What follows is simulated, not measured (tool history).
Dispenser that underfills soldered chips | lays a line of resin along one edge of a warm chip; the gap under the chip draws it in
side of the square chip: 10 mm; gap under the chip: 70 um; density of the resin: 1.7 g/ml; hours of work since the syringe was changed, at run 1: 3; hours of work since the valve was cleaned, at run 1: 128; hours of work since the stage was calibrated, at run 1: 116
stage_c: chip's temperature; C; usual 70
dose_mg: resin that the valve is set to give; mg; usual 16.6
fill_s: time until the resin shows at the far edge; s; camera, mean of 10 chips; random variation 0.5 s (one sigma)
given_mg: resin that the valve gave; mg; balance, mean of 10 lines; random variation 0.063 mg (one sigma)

run,hour,stage_c,dose_mg,hours of work since the syringe was changed,hours of work since the valve was cleaned,hours of work since the stage was calibrated,fill_s,given_mg
1,0.0,70,16.6,3,128,116,45.2,15.83
# hour 2.4: dispensing valve cleaned and set on the balance
# hour 5.7: new syringe of resin
2,12.5,70,16.6,5,7,124,51.7,16.42
# hour 13.8: new syringe of resin
3,19.5,70,16.6,4,11,129,49.2,16.44
# hour 22.0: new syringe of resin
4,25.0,70,16.6,2,15,132,43.1,16.57
# hour 29.8: new syringe of resin
5,33.3,70,16.6,2,21,138,43.4,16.49
# hour 38.5: new syringe of resin
6,39.4,70,16.6,1,25,142,39.0,16.39
# hour 47.2: new syringe of resin
7,49.3,84,16.6,1,31,149,21.1,16.50
# hour 55.9: new syringe of resin
8,58.7,84,16.6,2,38,155,22.6,16.30
# hour 63.9: new syringe of resin
9,68.7,84,16.6,3,45,162,24.3,16.25
# hour 72.5: new syringe of resin
10,77.1,64,16.6,3,50,167,60.7,16.30
# hour 80.7: new syringe of resin
# hour 88.7: new syringe of resin
11,88.7,64,16.6,0,58,175,50.1,16.19
# hour 96.8: new syringe of resin
12,99.2,64,16.6,2,65,182,53.8,16.16
# hour 105.4: new syringe of resin
13,109.8,70,16.6,3,72,189,46.1,16.15
# hour 113.4: new syringe of resin
14,118.3,70,16.6,3,78,195,45.7,16.06
# hour 121.6: new syringe of resin
15,123.6,70,16.6,1,81,199,41.3,16.22
16,128.3,70,16.6,5,85,202,51.0,15.95
# hour 129.5: new syringe of resin
# hour 137.5: new syringe of resin
17,138.1,70,16.6,0,91,208,38.6,15.98
18,144.8,70,14.4,5,96,213,54.4,13.85
# hour 146.2: new syringe of resin
# hour 154.3: new syringe of resin
19,154.3,83,16.6,0,102,219,20.3,15.93
20,161.6,61,14.7,5,107,224,85.7,14.18
# hour 162.7: new syringe of resin
# hour 171.0: new syringe of resin
21,171.7,63,16.5,1,114,231,53.6,15.69
22,177.4,63,16.5,4,118,235,68.5,15.79
# hour 179.3: new syringe of resin
23,182.4,63,16.5,2,121,238,58.7,15.67
# hour 187.8: new syringe of resin
24,193.1,68,17.0,4,128,245,51.0,16.06
# hour 195.1: dispensing valve cleaned and set on the balance
# hour 197.1: new syringe of resin
25,200.8,68,16.6,3,4,250,47.8,16.48
# hour 205.1: new syringe of resin
26,208.0,74,20.0,2,9,255,33.9,20.03
# hour 213.3: new syringe of resin
27,215.2,80,19.8,1,13,259,24.3,19.72
# hour 221.9: new syringe of resin
28,223.9,80,19.8,1,19,265,23.6,19.65
# hour 229.9: new syringe of resin
29,231.9,69,15.4,1,25,271,42.1,15.22
# hour 237.7: new syringe of resin
30,239.1,72,16.1,1,29,275,36.4,15.94
31,243.7,74,19.4,4,33,279,39.0,19.05
# hour 245.7: new syringe of resin
32,249.7,74,17.2,3,37,283,35.7,16.88
# hour 254.0: new syringe of resin
33,255.0,62,21.5,1,40,286,54.7,21.17
34,260.8,71,14.2,5,44,290,48.8,13.91

4 ways to go on from here, each from the tool as it stands after run 34. What would each give?
# hour 261.8: new syringe of resin
A,268.2,70,17.9,4,49,295,?,?
# hour 261.8: new syringe of resin
B,268.2,71,17.4,4,49,295,?,?
# hour 261.8: new syringe of resin
C,268.2,59,14.3,4,49,295,?,?
# hour 261.8: new syringe of resin
D,268.2,64,17.4,4,49,295,?,?

run,fill_s,given_mg
A,47.3,17.45
B,45.2,16.85
C,87.1,14.05
D,64.1,17.06
Without the tool's hidden state the same runs would have given:
run,fill_s,given_mg
A,39.0,17.83
B,37.2,17.22
C,71.9,14.36
D,53.1,17.43

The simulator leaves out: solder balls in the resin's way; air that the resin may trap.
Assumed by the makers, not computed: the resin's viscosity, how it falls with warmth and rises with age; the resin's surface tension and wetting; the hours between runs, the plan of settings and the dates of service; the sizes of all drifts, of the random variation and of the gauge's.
